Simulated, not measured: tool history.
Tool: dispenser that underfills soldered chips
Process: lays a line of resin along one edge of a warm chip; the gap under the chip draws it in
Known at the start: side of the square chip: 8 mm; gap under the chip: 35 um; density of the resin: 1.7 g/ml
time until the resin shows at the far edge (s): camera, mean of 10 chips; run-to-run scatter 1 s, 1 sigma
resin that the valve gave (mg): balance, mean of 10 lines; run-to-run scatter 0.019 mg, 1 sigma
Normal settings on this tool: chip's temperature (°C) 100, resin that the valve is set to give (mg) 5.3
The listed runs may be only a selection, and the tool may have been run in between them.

| run | day | chip's temperature (°C) | resin that the valve is set to give (mg) | time until the resin shows at the far edge (s) | resin that the valve gave (mg) |
|---|---|---|---|---|---|
| 1 | 0 | 100 | 5.3 | 124.3 | 5.24 |
|  | 0.075 | new syringe of resin |
| 2 | 0.283 | 100 | 5.3 | 113.1 | 5.22 |
|  | 0.496 | new syringe of resin |
| 3 | 0.683 | 100 | 5.3 | 109.6 | 5.22 |
|  | 0.908 | new syringe of resin |
| 4 | 0.929 | 100 | 5.3 | 102 | 5.19 |
| 5 | 1.292 | 100 | 6.1 | 125.7 | 6 |
|  | 1.333 | new syringe of resin |
| 6 | 1.7 | 100 | 5.3 | 124.2 | 5.19 |
|  | 1.758 | new syringe of resin |
| 7 | 1.879 | 91 | 6.71 | 137.2 | 6.51 |
|  | 2.167 | new syringe of resin |
| 8 | 2.204 | 114 | 6.71 | 63.6 | 6.49 |
| 9 | 2.521 | 103 | 4.87 | 117.2 | 4.69 |
|  | 2.583 | new syringe of resin |
| 10 | 2.862 | 102 | 5.98 | 110 | 5.78 |
|  | 3 | new syringe of resin |
| 11 | 3.104 | 107 | 4.95 | 86.7 | 4.77 |
|  | 3.421 | new syringe of resin |
| 12 | 3.5 | 88 | 6.7 | 147.7 | 6.46 |

Here are 5 independent what-if runs from the current tool condition. What would each one return?
| A | 3.717 | 87 | 6.7 | ? | ? |
| B | 3.717 | 91 | 5.47 | ? | ? |
| C | 3.717 | 89 | 5.66 | ? | ? |
| D | 3.717 | 91 | 5.07 | ? | ? |
| E | 3.717 | 101 | 5.15 | ? | ? |

| run | time until the resin shows at the far edge (s) | resin that the valve gave (mg) |
|---|---|---|
| A | 175.8 | 6.45 |
| B | 157.9 | 5.21 |
| C | 168.8 | 5.43 |
| D | 158.1 | 4.86 |
| E | 118 | 4.94 |
Without the tool's hidden state the same runs would have given:
| run | time until the resin shows at the far edge (s) | resin that the valve gave (mg) |
|---|---|---|
| A | 146.4 | 6.72 |
| B | 130.6 | 5.43 |
| C | 139.8 | 5.66 |
| D | 130.3 | 5.07 |
| E | 97.3 | 5.15 |

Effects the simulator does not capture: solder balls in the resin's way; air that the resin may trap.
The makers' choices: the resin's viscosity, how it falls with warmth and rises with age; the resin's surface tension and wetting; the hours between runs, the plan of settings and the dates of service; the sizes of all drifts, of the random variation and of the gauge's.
